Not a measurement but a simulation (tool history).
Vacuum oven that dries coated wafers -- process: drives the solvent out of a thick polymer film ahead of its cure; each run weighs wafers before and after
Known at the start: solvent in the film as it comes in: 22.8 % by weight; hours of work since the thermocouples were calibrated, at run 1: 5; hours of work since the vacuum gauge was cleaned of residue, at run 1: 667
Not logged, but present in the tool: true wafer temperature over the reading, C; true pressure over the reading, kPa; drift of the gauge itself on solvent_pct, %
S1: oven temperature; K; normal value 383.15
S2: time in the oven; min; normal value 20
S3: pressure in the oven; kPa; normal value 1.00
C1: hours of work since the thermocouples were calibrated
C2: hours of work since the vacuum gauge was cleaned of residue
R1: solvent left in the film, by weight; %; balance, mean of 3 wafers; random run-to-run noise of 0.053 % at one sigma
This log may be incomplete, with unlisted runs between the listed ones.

| run | hour | S1 | S2 | S3 | C1 | C2 | R1 |
|---|---|---|---|---|---|---|---|
| 1 | 0.0 | 383.15 | 20 | 1.00 | 5 | 667 | 1.86 |
| 2 | 57.3 | 383.15 | 20 | 1.00 | 48 | 709 | 1.87 |
| 3 | 109.5 | 383.15 | 20 | 1.00 | 87 | 748 | 1.93 |
| 4 | 144.3 | 383.15 | 20 | 1.00 | 113 | 775 | 1.93 |
| 5 | 177.5 | 383.15 | 20 | 1.00 | 138 | 799 | 1.97 |
| 6 | 226.6 | 383.15 | 20 | 1.00 | 175 | 836 | 1.95 |
| 7 | 292.2 | 383.15 | 20 | 1.00 | 224 | 885 | 2.07 |
| 8 | 358.8 | 383.15 | 20 | 1.00 | 274 | 935 | 1.99 |
| 9 | 398.9 | 383.15 | 20 | 1.00 | 303 | 965 | 1.96 |
| 10 | 451.7 | 383.15 | 20 | 1.00 | 343 | 1004 | 1.99 |
| 11 | 495.8 | 383.15 | 20 | 2.12 | 376 | 1037 | 2.27 |
| 12 | 537.9 | 383.15 | 20 | 1.00 | 407 | 1069 | 2.11 |
| 13 | 568.0 | 383.15 | 20 | 1.00 | 430 | 1091 | 2.04 |
| 14 | 600.3 | 383.15 | 20 | 0.66 | 454 | 1116 | 2.08 |
| 15 | 631.9 | 383.15 | 20 | 0.66 | 478 | 1139 | 2.16 |
| 16 | 678.3 | 390.15 | 18 | 0.51 | 512 | 1174 | 1.02 |
| 17 | 717.5 | 383.15 | 15 | 1.16 | 542 | 1203 | 3.63 |
| 18 | 770.3 | 386.15 | 15 | 1.16 | 581 | 1243 | 2.84 |
|  | 777.7 | oven's thermocouples calibrated |
| 19 | 824.0 | 374.15 | 15 | 1.84 | 35 | 1281 | 7.05 |
| 20 | 867.2 | 383.15 | 26 | 1.00 | 67 | 1314 | 1.38 |
| 21 | 898.2 | 381.15 | 15 | 0.75 | 90 | 1337 | 4.40 |
|  | 925.8 | oven's thermocouples calibrated, once more |
| 22 | 945.8 | 387.15 | 15 | 0.52 | 15 | 1371 | 2.28 |
| 23 | 993.4 | 382.15 | 15 | 0.52 | 51 | 1407 | 3.70 |

Expected results for the next run?
| 24 | 1040.3 | 375.15 | 20 | 1.45 | 86 | 1442 | ? |

R1: 4.61 %
With the hidden condition absent and the run-to-run variation left alone, this run would have shown R1 4.24 %.
